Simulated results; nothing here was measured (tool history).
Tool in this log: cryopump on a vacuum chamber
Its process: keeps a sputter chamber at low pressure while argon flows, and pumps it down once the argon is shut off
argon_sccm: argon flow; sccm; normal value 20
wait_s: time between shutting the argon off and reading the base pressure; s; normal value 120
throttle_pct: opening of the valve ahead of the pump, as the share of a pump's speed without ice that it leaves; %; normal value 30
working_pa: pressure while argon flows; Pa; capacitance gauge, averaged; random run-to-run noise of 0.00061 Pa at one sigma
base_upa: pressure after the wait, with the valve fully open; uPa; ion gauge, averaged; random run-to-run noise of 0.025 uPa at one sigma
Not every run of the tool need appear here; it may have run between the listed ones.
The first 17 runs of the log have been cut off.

run	hour	argon_sccm	wait_s	throttle_pct	hours of work since the pump was warmed up and emptied	hours of work since the cold head was overhauled	hours of work since the chamber's fittings were tightened	working_pa	base_upa
18	1562.0	26	120	44	494	1271	1381	0.0846	1.19
19	1623.1	30	167	47	536	1312	1422	0.0928	0.99
20	1735.3	20	120	32	612	1388	1498	0.0891	1.18
21	1805.7	20	120	32	660	1436	1546	0.0900	1.20
22	1906.5	9	120	30	728	1505	1614	0.0424	1.29
# hour 1979.5: pump warmed up, emptied and cooled again
23	1983.4	9	120	30	3	1553	1663	0.0405	1.12
24	2043.4	11	57	28	43	1594	1704	0.0523	1.97
25	2099.8	14	83	31	82	1632	1742	0.0600	1.47
26	2215.5	9	27	31	160	1711	1821	0.0396	3.75
27	2296.1	9	27	31	215	1766	1875	0.0386	3.83
28	2350.4	13	120	25	252	1803	1912	0.0721	1.19
29	2407.9	13	120	27	291	1842	1951	0.0659	1.20
30	2477.4	11	119	47	338	1889	1998	0.0328	1.18
31	2564.7	11	119	47	397	1948	2058	0.0336	1.21
32	2630.2	11	119	47	442	1992	2102	0.0338	1.20
33	2719.1	20	62	15	502	2053	2162	0.1818	1.93
34	2787.7	13	221	30	549	2099	2209	0.0597	0.94

Forecast each of these 4 alternatives for the next run:
A	2884.6	8	120	30	614	2165	2275	?	?
B	2884.6	11	28	27	614	2165	2275	?	?
C	2884.6	12	221	32	614	2165	2275	?	?
D	2884.6	19	120	23	614	2165	2275	?	?

run	working_pa	base_upa
A	0.0385	1.31
B	0.0585	3.73
C	0.0533	0.96
D	0.1146	1.25
Stripped of hidden state, with their random variation kept, the same runs would have yielded:
run	working_pa	base_upa
A	0.0359	0.99
B	0.0549	3.42
C	0.0494	0.65
D	0.1084	0.95

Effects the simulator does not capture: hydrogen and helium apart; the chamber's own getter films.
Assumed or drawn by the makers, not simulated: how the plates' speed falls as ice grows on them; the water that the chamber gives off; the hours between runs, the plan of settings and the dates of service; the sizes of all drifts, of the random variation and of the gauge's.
